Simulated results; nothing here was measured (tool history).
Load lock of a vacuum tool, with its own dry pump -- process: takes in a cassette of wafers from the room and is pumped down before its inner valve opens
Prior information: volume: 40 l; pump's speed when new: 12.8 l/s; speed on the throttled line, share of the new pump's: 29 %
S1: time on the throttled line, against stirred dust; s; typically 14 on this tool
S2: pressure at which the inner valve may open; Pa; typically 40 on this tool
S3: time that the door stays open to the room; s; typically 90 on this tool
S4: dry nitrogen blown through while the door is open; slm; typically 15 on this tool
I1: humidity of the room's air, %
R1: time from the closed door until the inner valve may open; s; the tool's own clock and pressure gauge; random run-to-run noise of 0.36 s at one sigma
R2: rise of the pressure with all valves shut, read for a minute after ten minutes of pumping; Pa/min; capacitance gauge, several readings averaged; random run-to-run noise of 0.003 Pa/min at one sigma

run 1 hour=0.0 | S1=14 S2=40 S3=90 S4=15 | I1=45.7 | R1=40.7 R2=0.318
-- hour=33.7 dry pump taken out, an overhauled one fitted
run 2 hour=364.8 | S1=14 S2=40 S3=90 S4=15 | I1=47.2 | R1=34.8 R2=0.338
run 3 hour=765.6 | S1=14 S2=40 S3=90 S4=15 | I1=45.1 | R1=35.4 R2=0.352
run 4 hour=1218.5 | S1=14 S2=40 S3=90 S4=9 | I1=41.5 | R1=34.8 R2=0.387
run 5 hour=1593.3 | S1=14 S2=44 S3=90 S4=9 | I1=44.6 | R1=35.6 R2=0.413
run 6 hour=2101.4 | S1=14 S2=44 S3=90 S4=9 | I1=43.4 | R1=35.3 R2=0.450
run 7 hour=2461.3 | S1=14 S2=44 S3=90 S4=9 | I1=45.1 | R1=35.1 R2=0.477
run 8 hour=2838.4 | S1=14 S2=44 S3=90 S4=9 | I1=43.1 | R1=35.7 R2=0.478
run 9 hour=3306.7 | S1=14 S2=44 S3=90 S4=9 | I1=44.8 | R1=35.5 R2=0.526
run 10 hour=3690.5 | S1=14 S2=44 S3=90 S4=9 | I1=44.3 | R1=35.8 R2=0.535
run 11 hour=4079.2 | S1=14 S2=40 S3=90 S4=40 | I1=44.2 | R1=36.5 R2=0.549
-- hour=4464.6 door's seal changed, seat wiped
run 12 hour=4502.0 | S1=14 S2=40 S3=118 S4=15 | I1=46.5 | R1=36.0 R2=0.055
run 13 hour=4922.9 | S1=14 S2=40 S3=118 S4=15 | I1=40.7 | R1=36.7 R2=0.058
run 14 hour=5427.7 | S1=17 S2=40 S3=90 S4=15 | I1=45.3 | R1=39.4 R2=0.066
run 15 hour=5712.8 | S1=17 S2=40 S3=90 S4=15 | I1=43.6 | R1=39.1 R2=0.067
run 16 hour=6114.0 | S1=17 S2=40 S3=90 S4=15 | I1=46.7 | R1=40.1 R2=0.084
run 17 hour=6518.3 | S1=17 S2=40 S3=90 S4=15 | I1=48.5 | R1=39.7 R2=0.089
run 18 hour=6993.8 | S1=17 S2=40 S3=90 S4=15 | I1=42.0 | R1=39.5 R2=0.099
run 19 hour=7446.0 | S1=17 S2=35 S3=130 S4=44 | I1=47.0 | R1=40.0 R2=0.100
run 20 hour=7788.9 | S1=22 S2=40 S3=90 S4=9 | I1=43.9 | R1=43.3 R2=0.120
run 21 hour=8110.2 | S1=22 S2=40 S3=90 S4=9 | I1=46.4 | R1=43.6 R2=0.138
run 22 hour=8356.3 | S1=12 S2=40 S3=114 S4=9 | I1=46.3 | R1=36.9 R2=0.150
run 23 hour=8636.3 | S1=12 S2=40 S3=114 S4=9 | I1=44.0 | R1=37.0 R2=0.162
run 24 hour=9134.1 | S1=9 S2=40 S3=114 S4=9 | I1=45.2 | R1=35.1 R2=0.172
run 25 hour=9533.7 | S1=9 S2=32 S3=90 S4=15 | I1=45.1 | R1=37.2 R2=0.175
run 26 hour=9972.6 | S1=14 S2=34 S3=90 S4=18 | I1=45.8 | R1=39.8 R2=0.198
run 27 hour=10338.0 | S1=14 S2=40 S3=90 S4=15 | I1=42.9 | R1=39.6 R2=0.211
run 28 hour=10834.1 | S1=14 S2=40 S3=53 S4=13 | I1=45.4 | R1=39.5 R2=0.224

Table of differences, measured result less the result of that run with no hidden state. Run-to-run variation is the same in both. Gauge scatter possibly is not:
Hidden conditions of the tool in this case: pump's speed, % of a new pump's; leak at the door's seal, Pa l/s; drift of the gauge itself on ready_s, %; drift of the gauge itself on rise_pa_min, %.
run=1 R1=+6.8 R2=+0.271
run=2 R1=+0.2 R2=+0.288
run=3 R1=+0.3 R2=+0.306
run=4 R1=+0.5 R2=+0.335
run=5 R1=+0.7 R2=+0.355
run=6 R1=+0.8 R2=+0.391
run=7 R1=+1.0 R2=+0.416
run=8 R1=+1.1 R2=+0.420
run=9 R1=+1.3 R2=+0.463
run=10 R1=+1.5 R2=+0.484
run=11 R1=+1.7 R2=+0.516
run=12 R1=+1.8 R2=+0.002
run=13 R1=+2.1 R2=+0.009
run=14 R1=+2.3 R2=+0.017
run=15 R1=+2.4 R2=+0.023
run=16 R1=+2.5 R2=+0.031
run=17 R1=+2.7 R2=+0.040
run=18 R1=+2.9 R2=+0.050
run=19 R1=+3.1 R2=+0.062
run=20 R1=+3.0 R2=+0.071
run=21 R1=+3.1 R2=+0.083
run=22 R1=+3.7 R2=+0.089
run=23 R1=+3.9 R2=+0.100
run=24 R1=+4.3 R2=+0.117
run=25 R1=+4.7 R2=+0.131
run=26 R1=+4.6 R2=+0.149
run=27 R1=+4.7 R2=+0.162
run=28 R1=+4.9 R2=+0.183
